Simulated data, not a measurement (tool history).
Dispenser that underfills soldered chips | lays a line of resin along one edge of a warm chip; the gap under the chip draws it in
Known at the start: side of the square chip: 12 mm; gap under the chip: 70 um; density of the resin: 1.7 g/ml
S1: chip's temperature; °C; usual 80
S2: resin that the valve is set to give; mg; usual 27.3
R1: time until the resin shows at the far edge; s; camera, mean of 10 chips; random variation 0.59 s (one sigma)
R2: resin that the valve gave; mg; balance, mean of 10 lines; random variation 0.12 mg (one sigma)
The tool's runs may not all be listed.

Run 1, hour 0.0: usual settings. Result: R1 86.9 s, R2 27.02 mg.
Run 2, hour 8.5: usual settings. Result: R1 61.9 s, R2 26.97 mg.
Run 3, hour 16.3: usual settings. Result: R1 103.6 s, R2 26.83 mg.
Run 4, hour 21.1: usual settings but S2 31.3 mg. Result: R1 58.4 s, R2 30.61 mg.
Run 5, hour 26.1: usual settings but S2 31.3 mg. Result: R1 80.2 s, R2 31.00 mg.
Run 6, hour 29.9: usual settings but S2 31.3 mg. Result: R1 101.8 s, R2 30.93 mg.
Run 7, hour 36.2: usual settings but S2 27.9 mg. Result: R1 65.2 s, R2 27.30 mg.
Run 8, hour 41.9: usual settings but S2 27.9 mg. Result: R1 93.6 s, R2 27.38 mg.
Run 9, hour 49.0: usual settings but S2 27.9 mg. Result: R1 60.0 s, R2 27.35 mg.
Run 10, hour 56.1: usual settings. Result: R1 93.9 s, R2 26.39 mg.
Run 11, hour 64.1: usual settings. Result: R1 69.2 s, R2 26.56 mg.
Run 12, hour 68.5: usual settings but S2 29.3 mg. Result: R1 92.0 s, R2 28.47 mg.
Run 13, hour 76.0: usual settings but S2 29.3 mg. Result: R1 59.1 s, R2 28.30 mg.
Run 14, hour 81.9: usual settings but S1 66 °C, S2 29.3 mg. Result: R1 184.4 s, R2 27.94 mg.
Run 15, hour 87.9: usual settings but S1 69 °C. Result: R1 98.5 s, R2 26.05 mg.
Run 16, hour 93.4: usual settings but S1 69 °C. Result: R1 140.7 s, R2 26.01 mg.
Run 17, hour 101.4: usual settings but S1 69 °C. Result: R1 98.3 s, R2 25.75 mg.
Run 18, hour 109.0: usual settings but S1 69 °C. Result: R1 159.7 s, R2 25.87 mg.
Run 19, hour 113.8: usual settings but S1 76 °C. Result: R1 60.7 s, R2 25.76 mg.
Run 20, hour 120.5: usual settings but S1 92 °C, S2 24.1 mg. Result: R1 44.1 s, R2 22.78 mg.
Run 21, hour 127.8: usual settings but S1 92 °C, S2 24.1 mg. Result: R1 29.3 s, R2 22.71 mg.
Run 22, hour 132.2: usual settings but S1 92 °C, S2 26.2 mg. Result: R1 38.0 s, R2 24.70 mg.
Run 23, hour 136.9: usual settings but S1 92 °C, S2 26.2 mg. Result: R1 51.1 s, R2 24.61 mg.
Run 24, hour 144.3: usual settings but S1 70 °C, S2 33.2 mg. Result: R1 104.3 s, R2 30.81 mg.
Run 25, hour 150.6: usual settings but S1 78 °C, S2 34.2 mg. Result: R1 101.6 s, R2 31.61 mg.
Run 26, hour 154.3: usual settings but S1 71 °C, S2 34.9 mg. Result: R1 81.2 s, R2 32.31 mg.
Run 27, hour 158.7: usual settings but S1 69 °C, S2 31.3 mg. Result: R1 122.1 s, R2 29.17 mg.
Run 28, hour 163.6: usual settings but S1 88 °C, S2 31.3 mg. Result: R1 61.5 s, R2 28.92 mg.
Run 29, hour 169.7: usual settings but S1 92 °C, S2 25.7 mg. Result: R1 33.2 s, R2 23.74 mg.
Run 30, hour 175.9: usual settings but S1 78 °C, S2 31.8 mg. Result: R1 88.2 s, R2 32.10 mg.
Run 31, hour 180.3: usual settings but S1 88 °C, S2 28.4 mg. Result: R1 70.8 s, R2 28.47 mg.
Run 32, hour 186.5: usual settings but S1 66 °C, S2 29.1 mg. Result: R1 138.8 s, R2 28.85 mg.
Run 33, hour 192.7: usual settings but S1 66 °C, S2 29.1 mg. Result: R1 207.3 s, R2 28.83 mg.
Run 34, hour 200.1: usual settings but S1 85 °C, S2 30.7 mg. Result: R1 51.1 s, R2 30.21 mg.
Run 35, hour 204.2: usual settings but S1 71 °C, S2 23.5 mg. Result: R1 143.4 s, R2 23.30 mg.
Run 36, hour 209.6: usual settings but S2 33.7 mg. Result: R1 50.6 s, R2 33.23 mg.

Taken out of this log: 17 entries between the listed runs. Where each belongs, and how the hidden state differs across it:
Between runs 1 and 2: new syringe of resin (hour 5.2)
  resin's viscosity, % of fresh resin's: 169.8 -> 123.4; dose that the valve gives, % of what is set: 99.49 -> 99.12; true chip temperature over the reading, C: 0.1 -> 0.13
  measured less the result without the state, R1: +35.6 -> +11.5 s; R2: -0.14 -> -0.24 mg
Between runs 3 and 4: new syringe of resin (hour 18.6)
  resin's viscosity, % of fresh resin's: 203.7 -> 117; dose that the valve gives, % of what is set: 98.8 -> 98.6; true chip temperature over the reading, C: 0.16 -> 0.18
  measured less the result without the state, R1: +52.4 -> +8.1 s; R2: -0.33 -> -0.44 mg
Between runs 6 and 7: new syringe of resin (hour 32.2)
  resin's viscosity, % of fresh resin's: 205.9 -> 131.8; dose that the valve gives, % of what is set: 98.22 -> 97.95; true chip temperature over the reading, C: 0.21 -> 0.24
  measured less the result without the state, R1: +51.8 -> +15.2 s; R2: -0.56 -> -0.58 mg
Between runs 8 and 9: new syringe of resin (hour 45.9)
  resin's viscosity, % of fresh resin's: 189.6 -> 120.1; dose that the valve gives, % of what is set: 97.69 -> 97.4; true chip temperature over the reading, C: 0.26 -> 0.29
  measured less the result without the state, R1: +43.7 -> +9.5 s; R2: -0.65 -> -0.73 mg
Between runs 10 and 11: new syringe of resin (hour 59.2)
  resin's viscosity, % of fresh resin's: 188.5 -> 137.5; dose that the valve gives, % of what is set: 97.1 -> 96.77; true chip temperature over the reading, C: 0.31 -> 0.34
  measured less the result without the state, R1: +43.5 -> +18.3 s; R2: -0.79 -> -0.88 mg
Between runs 12 and 13: new syringe of resin (hour 72.9)
  resin's viscosity, % of fresh resin's: 182.6 -> 121.6; dose that the valve gives, % of what is set: 96.57 -> 96.27; true chip temperature over the reading, C: 0.36 -> 0.38
  measured less the result without the state, R1: +40.7 -> +9.7 s; R2: -1.01 -> -1.10 mg
Between runs 14 and 15: new syringe of resin (hour 86.4)
  resin's viscosity, % of fresh resin's: 177 -> 111.7; dose that the valve gives, % of what is set: 96.01 -> 95.76; true chip temperature over the reading, C: 0.41 -> 0.43
  measured less the result without the state, R1: +78.1 -> +8.7 s; R2: -1.16 -> -1.16 mg
Between runs 16 and 17: new syringe of resin (hour 100.1)
  resin's viscosity, % of fresh resin's: 158.3 -> 110.1; dose that the valve gives, % of what is set: 95.51 -> 95.13; true chip temperature over the reading, C: 0.45 -> 0.48
  measured less the result without the state, R1: +50.2 -> +7.2 s; R2: -1.22 -> -1.33 mg
Between runs 18 and 19: new syringe of resin (hour 113.6)
  resin's viscosity, % of fresh resin's: 179.2 -> 100.9; dose that the valve gives, % of what is set: 94.8 -> 94.6; true chip temperature over the reading, C: 0.51 -> 0.53
  measured less the result without the state, R1: +68.6 -> -0.7 s; R2: -1.42 -> -1.48 mg
Between runs 20 and 21: new syringe of resin (hour 127.0)
  resin's viscosity, % of fresh resin's: 155.4 -> 104.9; dose that the valve gives, % of what is set: 94.31 -> 94.02; true chip temperature over the reading, C: 0.55 -> 0.58
  measured less the result without the state, R1: +15.3 -> +1.0 s; R2: -1.38 -> -1.45 mg
Between runs 23 and 24: new syringe of resin (hour 140.2)
  resin's viscosity, % of fresh resin's: 187.7 -> 126.6; dose that the valve gives, % of what is set: 93.61 -> 93.29; true chip temperature over the reading, C: 0.61 -> 0.64
  measured less the result without the state, R1: +23.3 -> +19.3 s; R2: -1.68 -> -2.22 mg
Between runs 25 and 26: new syringe of resin (hour 153.5)
  resin's viscosity, % of fresh resin's: 189 -> 105.3; dose that the valve gives, % of what is set: 93.01 -> 92.85; true chip temperature over the reading, C: 0.66 -> 0.68
  measured less the result without the state, R1: +46.1 -> +1.3 s; R2: -2.38 -> -2.49 mg
Between runs 28 and 29: new syringe of resin (hour 167.1)
  resin's viscosity, % of fresh resin's: 191.3 -> 119.3; dose that the valve gives, % of what is set: 92.44 -> 92.19; true chip temperature over the reading, C: 0.71 -> 0.73
  measured less the result without the state, R1: +28.3 -> +4.7 s; R2: -2.37 -> -2.01 mg
Between runs 29 and 30: dispensing valve cleaned and set on the balance (hour 173.0)
  resin's viscosity, % of fresh resin's: 119.3 -> 165.9; dose that the valve gives, % of what is set: 92.19 -> 99.99; true chip temperature over the reading, C: 0.73 -> 0.75
  measured less the result without the state, R1: +4.7 -> +32.9 s; R2: -2.01 -> +0.00 mg
Between runs 31 and 32: new syringe of resin (hour 181.8)
  resin's viscosity, % of fresh resin's: 219.7 -> 135.6; dose that the valve gives, % of what is set: 99.78 -> 99.5; true chip temperature over the reading, C: 0.77 -> 0.79
  measured less the result without the state, R1: +37.4 -> +31.8 s; R2: -0.06 -> -0.14 mg
Between runs 33 and 34: new syringe of resin (hour 195.1)
  resin's viscosity, % of fresh resin's: 202.4 -> 137.4; dose that the valve gives, % of what is set: 99.22 -> 98.94; true chip temperature over the reading, C: 0.81 -> 0.84
  measured less the result without the state, R1: +100.2 -> +12.3 s; R2: -0.23 -> -0.32 mg
Between runs 35 and 36: new syringe of resin (hour 209.0)
  resin's viscosity, % of fresh resin's: 178.3 -> 104.5; dose that the valve gives, % of what is set: 98.76 -> 98.54; true chip temperature over the reading, C: 0.86 -> 0.88
  measured less the result without the state, R1: +59.5 -> -0.1 s; R2: -0.29 -> -0.49 mg
